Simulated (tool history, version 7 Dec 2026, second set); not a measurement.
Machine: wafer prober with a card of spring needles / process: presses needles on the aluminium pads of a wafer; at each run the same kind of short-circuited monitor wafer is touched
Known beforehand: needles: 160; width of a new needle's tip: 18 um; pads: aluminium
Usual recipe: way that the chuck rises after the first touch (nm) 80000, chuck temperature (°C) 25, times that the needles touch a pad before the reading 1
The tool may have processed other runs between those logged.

run,hour,way that the chuck rises after the first touch (nm),chuck temperature (°C),times that the needles touch a pad before the reading,resistance of one needle with its contact and lead (mohm),way that a needle slides on the pad (nm)
1,0.0,80000,25,1,175,13720
# hour 7.2: tips cleaned on abrasive film
2,10.8,92000,25,1,176,15820
# hour 15.1: tips cleaned on abrasive film
3,19.3,80000,25,2,177,13830
# hour 22.8: tips cleaned on abrasive film
# hour 30.4: tips cleaned on abrasive film
4,31.7,80000,25,1,176,13710
# hour 38.3: tips cleaned on abrasive film
5,41.7,80000,25,1,176,13670
# hour 45.9: tips cleaned on abrasive film
6,49.8,80000,25,1,179,13790
# hour 53.4: tips cleaned on abrasive film
# hour 60.8: tips cleaned on abrasive film
7,60.8,80000,25,1,178,13720
# hour 68.3: tips cleaned on abrasive film
8,69.9,92000,25,1,176,15790
# hour 76.0: tips cleaned on abrasive film
9,77.3,92000,25,1,174,15770
# hour 81.0: height of the first contact set anew
# hour 84.0: tips cleaned on abrasive film
10,88.0,92000,32,2,177,15670
# hour 91.8: tips cleaned on abrasive film
# hour 99.1: tips cleaned on abrasive film
11,100.0,92000,32,2,176,15700
# hour 107.4: tips cleaned on abrasive film
12,109.5,77000,124,3,199,13130
# hour 114.9: tips cleaned on abrasive film
13,121.9,77000,124,3,195,13160

Consider 3 possible next runs. They are alternatives, not a sequence: every one starts from the tool as it was left by run 13. What does each give?
# hour 122.9: tips cleaned on abrasive film
A,129.7,80000,25,1,?,?
# hour 122.9: tips cleaned on abrasive film
B,129.7,80000,32,1,?,?
# hour 122.9: tips cleaned on abrasive film
C,129.7,65000,124,3,?,?

run,resistance of one needle with its contact and lead (mohm),way that a needle slides on the pad (nm)
A,176,13490
B,178,13550
C,199,11050
With no hidden state in the tool, these same runs would have given:
run,resistance of one needle with its contact and lead (mohm),way that a needle slides on the pad (nm)
A,176,13740
B,177,13800
C,199,11250

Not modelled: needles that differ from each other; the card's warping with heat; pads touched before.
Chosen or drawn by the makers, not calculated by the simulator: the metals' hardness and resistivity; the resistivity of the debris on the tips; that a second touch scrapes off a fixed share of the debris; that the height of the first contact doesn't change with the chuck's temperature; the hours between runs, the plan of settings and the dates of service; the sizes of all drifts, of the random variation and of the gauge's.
